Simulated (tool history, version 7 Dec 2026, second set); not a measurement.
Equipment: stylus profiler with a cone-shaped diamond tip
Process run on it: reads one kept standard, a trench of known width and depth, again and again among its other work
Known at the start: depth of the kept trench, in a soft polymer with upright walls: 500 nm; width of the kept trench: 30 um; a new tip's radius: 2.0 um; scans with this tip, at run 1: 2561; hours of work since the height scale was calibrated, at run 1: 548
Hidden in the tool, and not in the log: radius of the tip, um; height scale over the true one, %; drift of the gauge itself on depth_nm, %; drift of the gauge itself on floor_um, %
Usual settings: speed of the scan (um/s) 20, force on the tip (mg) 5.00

run,hour,speed of the scan (um/s),force on the tip (mg),scans with this tip,hours of work since the height scale was calibrated,depth of the trench (Å),width of the trench's floor (µm)
1,0.0,20,5.00,2561,548,5054.4,27.16
2,24.5,20,5.00,2639,565,5053.9,27.13
3,47.8,9,5.00,2714,581,5053.1,27.18
4,64.2,20,2.61,2767,592,5032.8,27.17
5,79.5,20,2.61,2816,602,5032.7,27.11
6,98.8,20,2.61,2878,616,5034.2,27.15
7,125.1,20,2.61,2963,634,5034.3,27.09
8,150.8,50,2.61,3045,651,5031.2,27.03
9,178.1,20,2.59,3133,670,5033.9,27.17
10,204.6,20,2.59,3218,688,5033.4,27.14
11,224.7,13,2.59,3283,702,5033.3,27.09
12,250.3,13,2.59,3365,720,5031.1,27.12
13,270.9,76,2.59,3431,734,5031.7,26.89
14,290.0,7,2.59,3492,747,5029.7,27.18
15,316.0,45,10.09,3576,765,5089.3,27.10
16,340.1,45,10.09,3653,781,5087.9,27.05
17,356.8,45,10.09,3707,793,5089.1,27.07
18,373.2,36,2.45,3760,804,5028.2,26.98
19,389.9,36,2.45,3814,816,5028.3,26.99
20,406.7,5,2.80,3867,827,5031.7,27.12
21,422.1,20,7.40,3917,838,5068.7,27.10
22,439.5,20,7.40,3973,850,5068.4,27.08
23,462.0,13,2.31,4045,865,5028.6,27.12
24,489.7,13,2.31,4134,884,5026.7,27.13
25,513.3,58,3.76,4210,900,5040.5,26.95
26,532.9,13,4.24,4273,914,5045.1,27.13

Consider 4 possible next runs. They are alternatives, not a sequence: every one starts from the tool as it was left by run 26. What does each give?
A,553.5,22,5.00,4339,928,?,?
B,553.5,26,2.00,4339,928,?,?
C,553.5,31,7.49,4339,928,?,?
D,553.5,16,8.60,4339,928,?,?

run,depth of the trench (Å),width of the trench's floor (µm)
A,5050.2,27.09
B,5024.2,27.06
C,5069.5,27.02
D,5073.5,27.11
Without the tool's unlogged condition, the same runs would have read:
run,depth of the trench (Å),width of the trench's floor (µm)
A,5058.1,27.31
B,5032.1,27.28
C,5077.5,27.23
D,5081.5,27.33
